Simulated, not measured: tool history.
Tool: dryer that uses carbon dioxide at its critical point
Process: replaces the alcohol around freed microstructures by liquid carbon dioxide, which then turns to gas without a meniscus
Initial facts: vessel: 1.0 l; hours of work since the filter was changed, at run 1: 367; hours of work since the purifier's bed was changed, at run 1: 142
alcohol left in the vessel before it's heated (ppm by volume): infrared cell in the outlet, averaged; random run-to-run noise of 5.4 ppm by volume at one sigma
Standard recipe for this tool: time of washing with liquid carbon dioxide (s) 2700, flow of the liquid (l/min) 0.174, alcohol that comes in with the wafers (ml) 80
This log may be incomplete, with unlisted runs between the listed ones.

run	day	time of washing with liquid carbon dioxide (s)	flow of the liquid (l/min)	alcohol that comes in with the wafers (ml)	hours of work since the filter was changed	hours of work since the purifier's bed was changed	alcohol left in the vessel before it's heated (ppm by volume)
1	0	2700	0.174	80	367	142	227
2	0.788	2700	0.174	80	379	154	237
3	1.433	2700	0.174	80	388	163	234
4	1.858	2700	0.174	80	394	169	238
5	2.279	2700	0.174	80	400	175	233
6	2.933	2700	0.174	80	410	185	250
7	3.662	2700	0.174	80	420	196	241
8	4.238	2700	0.174	80	429	204	239
9	4.804	2700	0.174	80	437	212	240
10	5.221	2700	0.174	80	443	218	239
11	5.942	2700	0.174	80	453	229	245
12	6.375	2700	0.174	23	460	235	99
13	7.158	2700	0.174	23	471	246	94
14	7.721	2700	0.174	23	479	255	103
15	8.1	2700	0.206	80	485	260	111
16	8.454	2700	0.295	48	490	265	35
17	9.146	2940	0.251	54	500	275	40
18	9.679	2940	0.251	54	508	283	51
19	10.421	2940	0.251	54	519	294	34
20	10.983	3240	0.251	38	527	302	40
21	11.529	3180	0.269	62	535	310	47
22	12.267	3540	0.175	28	545	321	48
# day 13.112: inlet filter changed
23	13.125	3540	0.175	28	0	333	49
24	13.675	4020	0.123	80	8	341	154
25	14.238	3240	0.262	30	16	349	40
26	14.679	3240	0.262	30	23	355	41
27	15.212	2700	0.144	80	31	363	518
28	15.829	3540	0.166	93	39	372	81
29	16.467	2220	0.174	28	49	381	221
30	17.208	1620	0.155	66	60	392	2531

How the hidden state differs across the entries between the runs, from the last listed run before each to the first after it:
From run 22 to run 23: inlet filter changed (day 13.112)
  flow that reaches the vessel past the clogged filter, %: 93.2 -> 99.5; alcohol in the recycled carbon dioxide, ppm: 38.6 -> 40
  measured less the result without the state, alcohol left in the vessel before it's heated (ppm by volume): +40 -> +34
